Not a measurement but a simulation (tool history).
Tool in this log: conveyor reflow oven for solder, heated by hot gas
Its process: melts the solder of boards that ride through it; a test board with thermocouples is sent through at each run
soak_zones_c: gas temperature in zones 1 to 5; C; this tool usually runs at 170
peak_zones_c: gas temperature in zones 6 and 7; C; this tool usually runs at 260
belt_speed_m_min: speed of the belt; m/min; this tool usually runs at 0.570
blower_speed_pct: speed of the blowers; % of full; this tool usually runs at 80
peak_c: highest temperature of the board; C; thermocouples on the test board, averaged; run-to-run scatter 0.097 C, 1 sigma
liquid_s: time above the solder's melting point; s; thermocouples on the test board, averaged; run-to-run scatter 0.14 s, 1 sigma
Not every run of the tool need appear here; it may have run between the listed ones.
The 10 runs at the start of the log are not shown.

run   hour  soak_zones_c  peak_zones_c  belt_speed_m_min  blower_speed_pct  peak_c  liquid_s
 11  137.1           170           255             0.570                80  242.97      54.4
 12  148.9           170           255             0.570                80  242.66      54.4
     153.7  -- belt drive overhauled, speed set with a stopwatch
 13  170.4           170           260             0.570                75  246.72      57.8
 14  185.3           170           260             0.570                80  247.35      58.7
 15  199.3           170           260             0.570                80  247.20      58.6
 16  214.5           162           260             0.570                57  242.46      49.5
 17  231.8           179           260             0.642                77  244.94      52.1
     248.1  -- belt drive overhauled, speed set with a stopwatch, once more
 18  251.3           180           260             0.583                77  247.54      60.5
 19  269.2           179           260             0.570                87  248.68      63.1
 20  284.2           179           260             0.570                87  248.98      63.1
 21  299.8           178           260             0.593                80  246.85      58.3
 22  315.4           170           252             0.570                80  239.55      50.2
 23  331.2           160           270             0.531                80  256.39      66.5
 24  347.1           160           270             0.531                80  256.13      66.4
 25  360.9           167           252             0.629                69  234.38      36.1
 26  376.8           172           252             0.629                76  236.47      40.8
 27  391.4           170           260             0.627                80  243.24      48.0
 28  407.5           170           260             0.670                80  241.00      41.9
 29  425.2           175           271             0.583                50  251.32      60.0
 30  434.9           175           271             0.583                50  251.23      59.7

Consider 4 possible next runs. They are alternatives, not a sequence: every one starts from the tool as it was left by run 30. What does each give?
  A  445.9           175           266             0.605                50       ?         ?
  B  445.9           180           264             0.668                80       ?         ?
  C  445.9           185           259             0.540                50       ?         ?
  D  445.9           175           254             0.493                84       ?         ?

run  peak_c  liquid_s
  A  245.73      52.3
  B  246.69      50.7
  C  245.62      65.1
  D  245.57      69.8
Without the tool's unlogged condition, the same runs would have read:
run  peak_c  liquid_s
  A  246.69      53.7
  B  247.94      52.2
  C  246.14      66.1
  D  246.10      71.2

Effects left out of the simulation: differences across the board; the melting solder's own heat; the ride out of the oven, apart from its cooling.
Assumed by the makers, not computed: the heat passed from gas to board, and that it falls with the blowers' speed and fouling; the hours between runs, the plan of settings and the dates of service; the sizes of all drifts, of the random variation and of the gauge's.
